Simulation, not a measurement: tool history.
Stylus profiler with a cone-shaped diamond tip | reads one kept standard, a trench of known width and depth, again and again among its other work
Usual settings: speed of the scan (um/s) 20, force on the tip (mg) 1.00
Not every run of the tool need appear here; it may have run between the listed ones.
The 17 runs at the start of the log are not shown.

run,day,speed of the scan (um/s),force on the tip (mg),depth of the trench (Å),width of the trench's floor (µm)
18,23.129,47,1.00,5026.6,25.74
19,24.012,5,0.52,5020.5,26.02
20,24.912,5,0.52,5019.8,25.94
21,26.188,5,0.52,5020.0,26.01
22,27.125,5,0.62,5022.5,25.95
23,28.558,28,0.62,5022.9,25.70
24,30.392,28,0.62,5022.5,25.64
25,31.946,60,2.28,5042.4,25.61
26,33.683,60,2.28,5042.2,25.57
27,34.612,60,2.28,5042.2,25.50
28,35.696,60,2.28,5043.0,25.49
29,36.733,8,0.42,5020.9,25.66
30,38.429,17,1.88,5038.6,25.62
31,39.846,55,0.71,5025.3,25.22
32,41.279,23,1.34,5034.2,25.57
33,42.792,34,1.18,5030.7,25.40
# day 43.329: new tip fitted, height scale calibrated
34,44.704,9,2.15,5032.1,26.91
35,46.412,35,1.05,5019.2,26.71
36,48.375,35,1.05,5020.0,26.59

Predict each of these 5 candidate next runs independently; none follows another, all start after run 36:
A,50.342,5,0.61,?,?
B,50.342,54,2.39,?,?
C,50.342,14,1.91,?,?
D,50.342,6,0.86,?,?
E,50.342,5,0.95,?,?

run,depth of the trench (Å),width of the trench's floor (µm)
A,5014.8,26.74
B,5035.5,26.51
C,5029.5,26.76
D,5017.4,26.74
E,5019.3,26.77
With the hidden condition removed and each run's random variation left untouched, the same runs would have given:
run,depth of the trench (Å),width of the trench's floor (µm)
A,5013.5,26.92
B,5034.2,26.69
C,5028.2,26.94
D,5016.1,26.93
E,5018.0,26.95

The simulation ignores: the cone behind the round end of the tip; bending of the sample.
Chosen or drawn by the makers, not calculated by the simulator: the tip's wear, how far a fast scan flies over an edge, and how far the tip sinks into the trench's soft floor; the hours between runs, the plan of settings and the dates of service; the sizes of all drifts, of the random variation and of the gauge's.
